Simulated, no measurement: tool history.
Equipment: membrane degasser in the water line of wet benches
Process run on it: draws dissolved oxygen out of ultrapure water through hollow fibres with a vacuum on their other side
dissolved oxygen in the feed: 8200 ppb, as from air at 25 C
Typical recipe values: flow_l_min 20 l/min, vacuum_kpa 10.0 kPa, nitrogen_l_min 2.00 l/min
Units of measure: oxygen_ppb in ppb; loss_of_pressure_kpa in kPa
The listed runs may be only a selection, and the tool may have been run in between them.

run	hour	flow_l_min	vacuum_kpa	nitrogen_l_min	oxygen_ppb	loss_of_pressure_kpa
1	0.0	20	10.0	2.00	288.9	60.60
2	31.3	18	10.0	2.00	256.8	54.41
3	53.4	18	10.0	2.00	262.4	54.58
4	82.7	20	10.0	1.24	375.9	60.10
5	131.6	20	10.0	1.24	371.9	60.55
6	168.0	20	10.0	2.63	260.2	60.46
7	201.3	20	10.0	2.63	258.6	60.57
8	250.7	20	10.0	2.63	257.2	60.53
9	271.7	20	10.0	2.63	264.3	60.18
10	309.9	20	10.0	2.63	260.8	60.45
11	343.6	20	10.0	2.63	263.5	60.24
12	364.3	20	10.0	2.63	259.0	60.44
13	385.6	20	14.5	2.00	397.8	60.35
14	431.5	20	14.5	2.00	396.3	60.35
15	463.7	20	14.5	2.00	400.1	60.63
16	486.9	20	14.5	2.00	390.4	60.43
17	520.6	13	14.7	1.88	263.1	39.29
18	544.1	13	14.7	1.88	268.5	39.00
19	587.8	20	24.0	1.45	742.0	60.79
20	617.6	20	24.0	1.45	736.8	60.15
21	657.6	28	19.2	0.99	1056.8	84.71
22	699.7	28	19.2	0.99	1068.1	85.06
23	728.7	30	9.6	0.83	660.8	90.83
24	762.4	23	12.8	0.83	684.2	69.41
25	805.3	12	6.7	1.94	123.6	36.40
26	841.9	12	10.1	4.78	115.6	36.36
27	890.3	12	10.1	4.78	114.4	36.24
28	934.8	12	10.1	4.78	116.6	36.43
29	968.3	12	10.1	4.78	115.8	36.32
30	992.2	12	10.1	4.78	113.1	36.45
31	1037.4	16	10.1	4.31	171.9	48.33
32	1075.7	12	10.8	2.01	182.7	36.09

Each row is a separate what-if for the run after 32, all from the same tool condition, not one after another. Results?
A	1115.9	20	9.1	0.85	?	?
B	1115.9	21	16.7	5.95	?	?
C	1115.9	12	10.8	1.59	?	?

run	oxygen_ppb	loss_of_pressure_kpa
A	429.9	60.59
B	265.4	63.44
C	208.9	36.64
Stripped of hidden state, with their random variation kept, the same runs would have yielded:
run	oxygen_ppb	loss_of_pressure_kpa
A	421.9	60.05
B	258.7	62.88
C	203.1	36.31

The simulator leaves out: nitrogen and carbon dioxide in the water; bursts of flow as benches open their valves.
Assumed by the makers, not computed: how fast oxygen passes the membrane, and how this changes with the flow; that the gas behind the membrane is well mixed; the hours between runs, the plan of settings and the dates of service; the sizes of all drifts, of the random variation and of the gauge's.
